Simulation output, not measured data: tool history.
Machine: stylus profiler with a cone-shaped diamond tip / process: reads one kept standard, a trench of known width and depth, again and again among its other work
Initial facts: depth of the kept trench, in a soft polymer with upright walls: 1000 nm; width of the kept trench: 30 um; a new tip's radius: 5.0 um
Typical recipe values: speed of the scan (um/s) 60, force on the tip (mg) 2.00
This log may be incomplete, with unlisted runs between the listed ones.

| run | day | speed of the scan (um/s) | force on the tip (mg) | depth of the trench (angstrom) | width of the trench's floor (µm) |
|---|---|---|---|---|---|
| 1 | 0.000 | 60 | 2.00 | 10108.8 | 23.55 |
| 2 | 0.500 | 60 | 2.00 | 10113.1 | 23.58 |
| 3 | 1.017 | 160 | 2.00 | 10112.9 | 23.12 |
| 4 | 1.738 | 60 | 5.14 | 10196.4 | 23.63 |
| 5 | 2.212 | 60 | 4.82 | 10190.2 | 23.65 |
| 6 | 2.808 | 60 | 4.82 | 10192.2 | 23.64 |
| 7 | 3.538 | 60 | 4.82 | 10192.9 | 23.61 |
| 8 | 4.067 | 60 | 4.29 | 10178.2 | 23.59 |
| 9 | 4.512 | 60 | 2.00 | 10113.3 | 23.48 |
| 10 | 5.296 | 22 | 2.00 | 10115.0 | 23.61 |
| 11 | 5.683 | 22 | 2.00 | 10117.2 | 23.68 |
| 12 | 6.454 | 28 | 0.77 | 10071.4 | 23.55 |
| 13 | 7.058 | 60 | 2.21 | 10120.1 | 23.53 |
| 14 | 7.638 | 60 | 2.21 | 10117.2 | 23.57 |
| 15 | 8.400 | 126 | 2.21 | 10125.9 | 23.15 |
| 16 | 8.925 | 126 | 2.21 | 10127.7 | 23.16 |
| 17 | 9.500 | 126 | 2.21 | 10128.7 | 23.14 |
| 18 | 9.921 | 126 | 2.21 | 10124.4 | 23.15 |
| 19 | 10.350 | 55 | 1.11 | 10085.3 | 23.40 |
| 20 | 11.154 | 55 | 1.11 | 10088.8 | 23.36 |
| 21 | 11.638 | 184 | 3.74 | 10165.4 | 23.08 |

Hidden state or all else? Some run-to-run changes of depth of the trench (angstrom), split into what the settings, what came in and random variation would give without the hidden state, and what is left for the hidden state (with any gauge scatter that isn't in both results):
Hidden state at play: radius of the tip, um; height scale over the true one, %; drift of the gauge itself on depth_nm, %; drift of the gauge itself on floor_um, %.
Run 3 -> 4: speed of the scan (um/s) 160 -> 60, force on the tip (mg) 2.00 -> 5.14. depth of the trench (angstrom) +83.5: hidden state +0.6, all else +82.9.
Run 6 -> 7: settings left as they were, no log entry in between. depth of the trench (angstrom) +0.7: hidden state +0.6, all else +0.1.
Run 20 -> 21: speed of the scan (um/s) 55 -> 184, force on the tip (mg) 1.11 -> 3.74. depth of the trench (angstrom) +76.6: hidden state +0.4, all else +76.2.
